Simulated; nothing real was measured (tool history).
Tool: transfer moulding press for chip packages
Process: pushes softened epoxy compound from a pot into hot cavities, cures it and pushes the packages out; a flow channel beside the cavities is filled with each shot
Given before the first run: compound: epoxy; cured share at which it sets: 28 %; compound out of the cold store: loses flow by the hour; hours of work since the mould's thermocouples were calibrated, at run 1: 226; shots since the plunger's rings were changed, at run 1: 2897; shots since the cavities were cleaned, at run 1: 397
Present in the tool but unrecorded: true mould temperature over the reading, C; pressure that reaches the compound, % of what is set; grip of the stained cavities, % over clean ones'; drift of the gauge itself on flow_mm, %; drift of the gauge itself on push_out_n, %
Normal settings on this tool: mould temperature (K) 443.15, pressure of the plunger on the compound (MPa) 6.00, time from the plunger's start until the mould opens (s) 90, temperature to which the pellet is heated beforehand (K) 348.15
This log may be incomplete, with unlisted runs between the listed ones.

run,day,mould temperature (K),pressure of the plunger on the compound (MPa),time from the plunger's start until the mould opens (s),temperature to which the pellet is heated beforehand (K),hours of work since the mould's thermocouples were calibrated,shots since the plunger's rings were changed,shots since the cavities were cleaned,incoming compound's hours out of the cold store,length that the compound runs in the flow channel (mm),greatest force on the pins that push the packages out (N)
1,0.000,443.15,6.00,90,348.15,226,2897,397,37.6,540,770
# day 1.246: cavities cleaned with cleaning compound and waxed
2,2.283,443.15,6.00,90,348.15,251,3409,239,11.0,625,735
# day 4.288: cavities cleaned with cleaning compound and waxed
3,4.458,443.15,6.00,72,348.15,275,3896,39,33.1,550,883
4,6.662,443.15,6.00,72,348.15,300,4404,547,34.2,545,1393
# day 7.492: plunger's sealing rings changed
# day 7.554: cavities cleaned with cleaning compound and waxed
5,9.621,443.15,6.00,90,348.15,331,476,476,27.0,587,807
# day 10.538: cavities cleaned with cleaning compound and waxed
6,12.358,443.15,7.00,90,348.15,361,1093,420,41.7,583,776
# day 13.292: mould's thermocouples calibrated
# day 13.783: cavities cleaned with cleaning compound and waxed
7,14.925,443.15,7.00,90,348.15,18,1651,263,38.6,591,705
# day 16.821: cavities cleaned with cleaning compound and waxed
8,17.288,443.15,7.00,90,348.15,44,2181,108,22.7,641,628
9,18.867,443.15,7.00,90,348.15,61,2545,472,38.3,587,806
# day 19.896: cavities cleaned with cleaning compound and waxed
10,21.321,449.15,5.33,76,348.15,88,3096,328,39.6,491,722
# day 23.038: cavities cleaned with cleaning compound and waxed
11,23.800,449.15,5.33,76,348.15,116,3653,176,14.3,562,648
12,25.546,445.15,6.00,98,351.15,135,4055,578,28.2,561,700
# day 26.142: cavities cleaned with cleaning compound and waxed
# day 28.133: plunger's sealing rings changed
13,28.479,445.15,6.00,98,351.15,166,80,515,18.1,617,714
# day 29.242: cavities cleaned with cleaning compound and waxed
# day 29.771: mould's thermocouples calibrated, once more
14,31.362,436.15,6.00,90,348.15,18,710,469,29.2,604,1378
# day 32.425: cavities cleaned with cleaning compound and waxed
15,32.704,436.15,6.00,90,348.15,32,1006,65,13.6,655,1040
# day 35.408: cavities cleaned with cleaning compound and waxed
16,35.408,436.15,5.08,81,346.15,62,1614,0,40.3,519,986
17,37.638,443.15,6.51,79,348.15,87,2128,514,12.1,654,1134

Here are 5 independent what-if runs from the current tool condition. What would each one return?
# day 38.408: cavities cleaned with cleaning compound and waxed
A,39.675,443.15,5.79,90,348.15,110,2583,292,39.3,?,?
# day 38.408: cavities cleaned with cleaning compound and waxed
B,39.675,443.15,4.77,77,348.15,110,2583,292,41.6,?,?
# day 38.408: cavities cleaned with cleaning compound and waxed
C,39.675,448.15,6.00,108,355.15,110,2583,292,27.6,?,?
# day 38.408: cavities cleaned with cleaning compound and waxed
D,39.675,443.15,6.51,98,348.15,110,2583,292,45.7,?,?
# day 38.408: cavities cleaned with cleaning compound and waxed
E,39.675,441.15,6.09,79,352.15,110,2583,292,34.8,?,?

run,length that the compound runs in the flow channel (mm),greatest force on the pins that push the packages out (N)
A,528,706
B,473,951
C,555,535
D,540,623
E,559,1069
Stripped of hidden state, with their random variation kept, the same runs would have yielded:
run,length that the compound runs in the flow channel (mm),greatest force on the pins that push the packages out (N)
A,541,454
B,485,608
C,569,352
D,553,405
E,573,684
